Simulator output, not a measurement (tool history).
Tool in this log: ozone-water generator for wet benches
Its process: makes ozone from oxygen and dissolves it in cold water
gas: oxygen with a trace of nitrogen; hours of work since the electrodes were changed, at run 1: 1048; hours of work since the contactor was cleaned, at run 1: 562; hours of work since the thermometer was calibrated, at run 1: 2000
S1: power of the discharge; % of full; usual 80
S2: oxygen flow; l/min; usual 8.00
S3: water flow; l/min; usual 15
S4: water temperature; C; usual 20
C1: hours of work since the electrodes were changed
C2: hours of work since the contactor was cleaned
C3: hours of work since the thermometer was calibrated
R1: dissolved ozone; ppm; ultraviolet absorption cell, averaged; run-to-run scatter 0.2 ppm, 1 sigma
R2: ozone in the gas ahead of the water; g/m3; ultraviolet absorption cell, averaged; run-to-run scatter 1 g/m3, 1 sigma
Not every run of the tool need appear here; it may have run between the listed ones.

{"run": 1, "hour": 0.0, "S1": 80, "S2": 8.0, "S3": 15, "S4": 20, "C1": 1048, "C2": 562, "C3": 2000, "R1": 28.4, "R2": 174.8}
{"run": 2, "hour": 28.2, "S1": 80, "S2": 8.0, "S3": 15, "S4": 20, "C1": 1076, "C2": 590, "C3": 2028, "R1": 28.3, "R2": 175.6}
{"run": 3, "hour": 55.4, "S1": 80, "S2": 8.0, "S3": 15, "S4": 20, "C1": 1103, "C2": 617, "C3": 2055, "R1": 28.9, "R2": 175.1}
{"run": 4, "hour": 88.1, "S1": 80, "S2": 8.0, "S3": 17, "S4": 20, "C1": 1135, "C2": 649, "C3": 2088, "R1": 26.2, "R2": 172.8}
{"run": 5, "hour": 116.9, "S1": 80, "S2": 8.0, "S3": 15, "S4": 13, "C1": 1164, "C2": 678, "C3": 2116, "R1": 32.4, "R2": 174.0}
{"run": 6, "hour": 146.1, "S1": 45, "S2": 8.0, "S3": 15, "S4": 13, "C1": 1193, "C2": 707, "C3": 2145, "R1": 21.0, "R2": 112.7}
{"run": 7, "hour": 176.9, "S1": 80, "S2": 8.0, "S3": 17, "S4": 20, "C1": 1223, "C2": 737, "C3": 2176, "R1": 26.3, "R2": 173.4}
{"run": 8, "hour": 208.2, "S1": 80, "S2": 8.0, "S3": 17, "S4": 22, "C1": 1254, "C2": 768, "C3": 2207, "R1": 25.3, "R2": 176.0}
{"run": 9, "hour": 238.7, "S1": 80, "S2": 8.0, "S3": 15, "S4": 20, "C1": 1285, "C2": 799, "C3": 2237, "R1": 28.7, "R2": 176.8}
{"run": 10, "hour": 266.8, "S1": 80, "S2": 8.0, "S3": 15, "S4": 20, "C1": 1312, "C2": 827, "C3": 2265, "R1": 28.5, "R2": 174.0}
{"run": 11, "hour": 300.6, "S1": 80, "S2": 8.0, "S3": 15, "S4": 20, "C1": 1346, "C2": 860, "C3": 2299, "R1": 28.5, "R2": 174.3}
{"run": 12, "hour": 331.9, "S1": 80, "S2": 8.0, "S3": 11, "S4": 20, "C1": 1377, "C2": 891, "C3": 2330, "R1": 33.1, "R2": 175.1}
{"run": 13, "hour": 374.1, "S1": 80, "S2": 8.0, "S3": 11, "S4": 20, "C1": 1419, "C2": 933, "C3": 2372, "R1": 33.5, "R2": 174.2}
{"run": 14, "hour": 402.7, "S1": 80, "S2": 8.0, "S3": 15, "S4": 27, "C1": 1447, "C2": 961, "C3": 2400, "R1": 24.3, "R2": 175.1}
{"run": 15, "hour": 431.8, "S1": 80, "S2": 8.06, "S3": 14, "S4": 27, "C1": 1476, "C2": 990, "C3": 2429, "R1": 25.5, "R2": 174.3}
{"run": 16, "hour": 465.7, "S1": 80, "S2": 8.06, "S3": 14, "S4": 27, "C1": 1510, "C2": 1024, "C3": 2463, "R1": 25.3, "R2": 173.4}
{"run": 17, "hour": 498.3, "S1": 60, "S2": 4.19, "S3": 20, "S4": 21, "C1": 1542, "C2": 1056, "C3": 2495, "R1": 18.3, "R2": 189.8}
{"run": 18, "hour": 518.2, "S1": 45, "S2": 9.55, "S3": 11, "S4": 19, "C1": 1562, "C2": 1076, "C3": 2515, "R1": 21.0, "R2": 104.3}
{"run": 19, "hour": 545.0, "S1": 80, "S2": 5.51, "S3": 15, "S4": 20, "C1": 1589, "C2": 1103, "C3": 2541, "R1": 29.3, "R2": 207.6}

Here are 5 independent what-if runs from the current tool condition. What would each one return?
{"run": "A", "hour": 586.6, "S1": 80, "S2": 12.08, "S3": 13, "S4": 18, "C1": 1630, "C2": 1144, "C3": 2583, "R1": "?", "R2": "?"}
{"run": "B", "hour": 586.6, "S1": 60, "S2": 8.0, "S3": 15, "S4": 20, "C1": 1630, "C2": 1144, "C3": 2583, "R1": "?", "R2": "?"}
{"run": "C", "hour": 586.6, "S1": 59, "S2": 5.51, "S3": 15, "S4": 20, "C1": 1630, "C2": 1144, "C3": 2583, "R1": "?", "R2": "?"}
{"run": "D", "hour": 586.6, "S1": 62, "S2": 6.43, "S3": 15, "S4": 20, "C1": 1630, "C2": 1144, "C3": 2583, "R1": "?", "R2": "?"}
{"run": "E", "hour": 586.6, "S1": 86, "S2": 8.0, "S3": 15, "S4": 15, "C1": 1630, "C2": 1144, "C3": 2583, "R1": "?", "R2": "?"}

run=A R1=29.8 R2=143.2
run=B R1=22.9 R2=139.8
run=C R1=23.0 R2=166.9
run=D R1=23.6 R2=159.4
run=E R1=33.3 R2=185.3
What these runs would have given with no unlogged condition in the tool:
run=A R1=29.8 R2=143.2
run=B R1=22.9 R2=139.8
run=C R1=23.0 R2=166.9
run=D R1=23.6 R2=159.4
run=E R1=33.3 R2=185.4
